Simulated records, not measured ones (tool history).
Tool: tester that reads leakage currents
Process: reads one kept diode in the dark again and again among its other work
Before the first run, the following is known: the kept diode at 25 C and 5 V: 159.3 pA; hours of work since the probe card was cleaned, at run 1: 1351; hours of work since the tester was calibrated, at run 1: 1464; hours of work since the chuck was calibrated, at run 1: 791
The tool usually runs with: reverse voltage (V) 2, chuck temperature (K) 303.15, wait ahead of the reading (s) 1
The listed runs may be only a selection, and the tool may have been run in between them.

| run | hour | reverse voltage (V) | chuck temperature (K) | wait ahead of the reading (s) | hours of work since the probe card was cleaned | hours of work since the tester was calibrated | hours of work since the chuck was calibrated | current that the tester gives (pA) |
|---|---|---|---|---|---|---|---|---|
| 1 | 0 | 2 | 303.15 | 1 | 1351 | 1464 | 791 | 150.18 |
| 2 | 73 | 2 | 303.15 | 1.34 | 1406 | 1519 | 846 | 149.2 |
|  | 87.4 | probe card cleaned and baked |
| 3 | 163.1 | 2 | 332.15 | 1.34 | 57 | 1585 | 912 | 1108.25 |
| 4 | 228.2 | 1.48 | 303.15 | 1 | 107 | 1635 | 961 | 129.34 |
| 5 | 348.9 | 1.48 | 303.15 | 1 | 198 | 1726 | 1053 | 129.22 |
| 6 | 437.8 | 2 | 302.15 | 1 | 265 | 1793 | 1120 | 138.74 |
| 7 | 496.3 | 2 | 302.15 | 1 | 310 | 1838 | 1164 | 137.61 |
| 8 | 588 | 2 | 302.15 | 4.7 | 379 | 1907 | 1234 | 136.11 |
| 9 | 696.7 | 2 | 305.15 | 1 | 462 | 1989 | 1316 | 170.43 |
|  | 721.3 | probe card cleaned and baked, once more |
| 10 | 770.1 | 2 | 305.15 | 1 | 37 | 2043 | 1369 | 166.43 |
| 11 | 856.9 | 2 | 293.15 | 1 | 103 | 2108 | 1435 | 64.97 |
| 12 | 953.7 | 2 | 293.15 | 1 | 176 | 2182 | 1508 | 64.74 |
|  | 1032.3 | chuck's temperature calibrated |
| 13 | 1052.2 | 2 | 293.15 | 1 | 249 | 2255 | 15 | 70.84 |
| 14 | 1126.1 | 2 | 293.15 | 1 | 305 | 2311 | 71 | 70.9 |
| 15 | 1191 | 2 | 303.15 | 2.16 | 354 | 2360 | 120 | 153.62 |
| 16 | 1256.9 | 2 | 303.15 | 2.16 | 404 | 2410 | 170 | 152.78 |

For run 17, what comes out?
| 17 | 1345.7 | 1.92 | 305.15 | 1 | 471 | 2477 | 237 | ? |

{"run 17": {"current that the tester gives (pA)": 175.05}}
With no hidden state in the tool, this same run would have given current that the tester gives (pA) 176.92.
